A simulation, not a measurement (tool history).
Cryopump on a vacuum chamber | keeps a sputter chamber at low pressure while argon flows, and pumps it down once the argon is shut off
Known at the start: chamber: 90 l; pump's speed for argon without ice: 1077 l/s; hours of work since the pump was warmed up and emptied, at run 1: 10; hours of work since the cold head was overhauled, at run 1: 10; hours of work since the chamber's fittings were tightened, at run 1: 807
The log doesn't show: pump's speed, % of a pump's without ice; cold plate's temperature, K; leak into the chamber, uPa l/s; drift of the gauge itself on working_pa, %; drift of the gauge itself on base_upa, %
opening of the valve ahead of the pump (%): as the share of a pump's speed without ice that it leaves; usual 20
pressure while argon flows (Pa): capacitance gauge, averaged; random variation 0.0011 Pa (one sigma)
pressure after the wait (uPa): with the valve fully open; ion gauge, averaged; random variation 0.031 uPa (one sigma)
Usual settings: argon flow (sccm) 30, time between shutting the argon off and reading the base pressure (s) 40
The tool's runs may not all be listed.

run,hour,argon flow (sccm),time between shutting the argon off and reading the base pressure (s),opening of the valve ahead of the pump (%),hours of work since the pump was warmed up and emptied,hours of work since the cold head was overhauled,hours of work since the chamber's fittings were tightened,pressure while argon flows (Pa),pressure after the wait (uPa)
1,0,30,40,20,10,10,807,0.2349,1.92
2,18.6,30,40,20,19,19,816,0.2367,1.91
3,34.8,30,40,20,27,27,824,0.2374,1.97
4,56.9,30,40,20,38,38,835,0.2369,1.98
5,77.9,30,40,20,49,49,845,0.2364,1.97
6,99.8,30,40,20,59,59,856,0.2374,1.93
7,123,30,40,20,71,71,867,0.2385,1.97
8,136.9,30,40,20,78,78,874,0.2371,1.99
9,149.4,30,40,20,84,84,880,0.2382,1.95
10,168.9,30,40,20,94,94,890,0.2385,2.03
11,191.8,30,23,20,105,105,901,0.2388,2.94
12,214.3,30,28,20,116,116,912,0.2388,2.56
13,235.4,30,28,20,126,126,923,0.24,2.52
14,246.2,30,28,20,132,132,928,0.2389,2.52
15,264.2,30,34,20,141,141,937,0.2385,2.31
16,275.3,30,34,20,146,146,943,0.237,2.25
17,297.7,30,34,20,157,157,954,0.2386,2.21
18,309.2,16,34,20,163,163,959,0.1288,2.32
19,333.3,16,34,20,175,175,971,0.1261,2.24
20,355.2,16,34,20,186,186,982,0.1276,2.34
21,365.3,15,220,20,191,191,987,0.1202,0.96
22,376.6,21,71,20,196,196,993,0.1677,1.47
23,391.8,21,71,33,204,204,1000,0.1024,1.5
24,403,21,71,33,209,209,1006,0.1033,1.48
25,418.5,21,40,54,217,217,1013,0.065,2.1
26,429.1,15,70,45,222,222,1019,0.0552,1.49
27,441.8,15,70,45,228,228,1025,0.0555,1.56
28,456.3,19,70,45,236,236,1032,0.0702,1.51
29,477.6,12,21,50,246,246,1043,0.0402,3.29
30,498.4,12,21,50,256,256,1053,0.0395,3.19
31,510.2,12,21,50,262,262,1059,0.0402,3.23
32,528.1,59,40,20,271,271,1067,0.4773,2.11
33,545.6,59,40,20,280,280,1076,0.4755,2.06
34,558,15,30,20,286,286,1082,0.1213,2.6

4 ways to go on from here, each from the tool as it stands after run 34. What would each give?
A,574.4,30,121,28,294,294,1090,?,?
B,574.4,30,88,20,294,294,1090,?,?
C,574.4,18,195,45,294,294,1090,?,?
D,574.4,47,295,58,294,294,1090,?,?

run,pressure while argon flows (Pa),pressure after the wait (uPa)
A,0.1756,1.2
B,0.2442,1.41
C,0.0674,1.09
D,0.1377,1.02
Without the tool's hidden state the same runs would have given:
run,pressure while argon flows (Pa),pressure after the wait (uPa)
A,0.1684,0.68
B,0.237,0.87
C,0.0631,0.54
D,0.1265,0.47
